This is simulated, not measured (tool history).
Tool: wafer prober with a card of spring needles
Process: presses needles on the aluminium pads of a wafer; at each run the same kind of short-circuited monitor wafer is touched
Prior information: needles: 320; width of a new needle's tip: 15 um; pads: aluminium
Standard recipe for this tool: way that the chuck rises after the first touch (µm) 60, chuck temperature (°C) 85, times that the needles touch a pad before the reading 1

| run | hour | way that the chuck rises after the first touch (µm) | chuck temperature (°C) | times that the needles touch a pad before the reading | resistance of one needle with its contact and lead (mohm) | way that a needle slides on the pad (µm) |
|---|---|---|---|---|---|---|
| 1 | 0 | 60 | 85 | 1 | 206 | 8.31 |
|  | 4 | height of the first contact set anew |
|  | 15.1 | tips cleaned on abrasive film |
|  | 29.8 | tips cleaned on abrasive film |
|  | 48.2 | tips cleaned on abrasive film |
|  | 63 | tips cleaned on abrasive film |
|  | 81.4 | tips cleaned on abrasive film |
|  | 99.7 | tips cleaned on abrasive film |
| 2 | 99.7 | 60 | 85 | 1 | 210 | 8.29 |
|  | 118.1 | tips cleaned on abrasive film |
|  | 136.5 | tips cleaned on abrasive film |
| 3 | 144.3 | 70 | 85 | 1 | 204 | 9.65 |
|  | 151.8 | tips cleaned on abrasive film |
|  | 170.2 | tips cleaned on abrasive film |
|  | 188.6 | tips cleaned on abrasive film |
|  | 207 | tips cleaned on abrasive film |
|  | 225.5 | tips cleaned on abrasive film |
|  | 242.4 | tips cleaned on abrasive film |
| 4 | 242.4 | 70 | 85 | 1 | 204 | 9.78 |
|  | 260.8 | tips cleaned on abrasive film |
|  | 275.6 | tips cleaned on abrasive film |
|  | 294 | tips cleaned on abrasive film |
| 5 | 301.4 | 60 | 85 | 1 | 210 | 8.32 |
|  | 308.9 | tips cleaned on abrasive film |
|  | 327.3 | tips cleaned on abrasive film |
|  | 343.2 | tips cleaned on abrasive film |
| 6 | 343.2 | 60 | 85 | 1 | 206 | 8.36 |
|  | 357.9 | tips cleaned on abrasive film |
|  | 376.4 | tips cleaned on abrasive film |
|  | 394.8 | tips cleaned on abrasive film |
| 7 | 403 | 43 | 89 | 3 | 217 | 6.04 |
|  | 410.5 | tips cleaned on abrasive film |
|  | 425.2 | tips cleaned on abrasive film |
|  | 443.6 | tips cleaned on abrasive film |
|  | 462.1 | tips cleaned on abrasive film |
|  | 466 | height of the first contact set anew |
|  | 480.8 | tips cleaned on abrasive film |
| 8 | 484.2 | 47 | 85 | 1 | 210 | 6.6 |
|  | 499 | tips cleaned on abrasive film |
|  | 517.4 | tips cleaned on abrasive film |
|  | 535.8 | tips cleaned on abrasive film |
| 9 | 536.2 | 47 | 85 | 1 | 213 | 6.57 |
|  | 550.9 | tips cleaned on abrasive film |
|  | 569.4 | tips cleaned on abrasive film |
|  | 587.8 | tips cleaned on abrasive film |
|  | 606.2 | tips cleaned on abrasive film |
| 10 | 613.3 | 68 | 58 | 2 | 197 | 9.6 |

Branching from run 10: 5 alternative next runs. What would each branch give?
|  | 624.4 | tips cleaned on abrasive film |
|  | 642.8 | tips cleaned on abrasive film |
|  | 661.2 | tips cleaned on abrasive film |
|  | 679.7 | tips cleaned on abrasive film |
| A | 681.1 | 44 | 62 | 1 | ? | ? |
|  | 624.4 | tips cleaned on abrasive film |
|  | 642.8 | tips cleaned on abrasive film |
|  | 661.2 | tips cleaned on abrasive film |
|  | 679.7 | tips cleaned on abrasive film |
| B | 681.1 | 76 | 60 | 2 | ? | ? |
|  | 624.4 | tips cleaned on abrasive film |
|  | 642.8 | tips cleaned on abrasive film |
|  | 661.2 | tips cleaned on abrasive film |
|  | 679.7 | tips cleaned on abrasive film |
| C | 681.1 | 41 | 58 | 1 | ? | ? |
|  | 624.4 | tips cleaned on abrasive film |
|  | 642.8 | tips cleaned on abrasive film |
|  | 661.2 | tips cleaned on abrasive film |
|  | 679.7 | tips cleaned on abrasive film |
| D | 681.1 | 49 | 109 | 1 | ? | ? |
|  | 624.4 | tips cleaned on abrasive film |
|  | 642.8 | tips cleaned on abrasive film |
|  | 661.2 | tips cleaned on abrasive film |
|  | 679.7 | tips cleaned on abrasive film |
| E | 681.1 | 68 | 106 | 2 | ? | ? |

| run | resistance of one needle with its contact and lead (mohm) | way that a needle slides on the pad (µm) |
|---|---|---|
| A | 211 | 6.28 |
| B | 197 | 10.6 |
| C | 210 | 5.8 |
| D | 215 | 6.96 |
| E | 209 | 9.71 |
Without the tool's hidden state the same runs would have given:
| run | resistance of one needle with its contact and lead (mohm) | way that a needle slides on the pad (µm) |
|---|---|---|
| A | 210 | 6.18 |
| B | 196 | 10.44 |
| C | 209 | 5.71 |
| D | 215 | 6.85 |
| E | 209 | 9.56 |
